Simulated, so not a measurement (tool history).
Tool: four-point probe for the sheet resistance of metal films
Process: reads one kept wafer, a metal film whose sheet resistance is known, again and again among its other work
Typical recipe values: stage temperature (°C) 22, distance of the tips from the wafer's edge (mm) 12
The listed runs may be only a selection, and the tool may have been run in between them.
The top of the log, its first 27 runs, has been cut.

| run | hour | stage temperature (°C) | distance of the tips from the wafer's edge (mm) | sheet resistance as the instrument gives it (ohm/square) |
|---|---|---|---|---|
| 28 | 1214.2 | 28 | 34 | 0.74484 |
| 29 | 1248.8 | 28 | 34 | 0.744702 |
| 30 | 1312.2 | 28 | 34 | 0.744392 |
| 31 | 1341.5 | 19 | 3 | 0.754925 |
| 32 | 1380.8 | 19 | 3 | 0.75445 |
| 33 | 1422.6 | 19 | 12 | 0.74453 |
| 34 | 1486.1 | 29 | 9 | 0.745912 |
| 35 | 1533 | 29 | 9 | 0.745755 |
| 36 | 1578.6 | 19 | 3 | 0.754411 |
| 37 | 1627.3 | 19 | 3 | 0.754494 |

3 ways to go on from here, each from the tool as it stands after run 37. What would each give?
| A | 1664.1 | 19 | 25 | ? |
| B | 1664.1 | 19 | 64 | ? |
| C | 1664.1 | 19 | 5 | ? |

| run | sheet resistance as the instrument gives it (ohm/square) |
|---|---|
| A | 0.743594 |
| B | 0.743548 |
| C | 0.747532 |
What these runs would have given with no unlogged condition in the tool:
| run | sheet resistance as the instrument gives it (ohm/square) |
|---|---|
| A | 0.745869 |
| B | 0.745823 |
| C | 0.749817 |
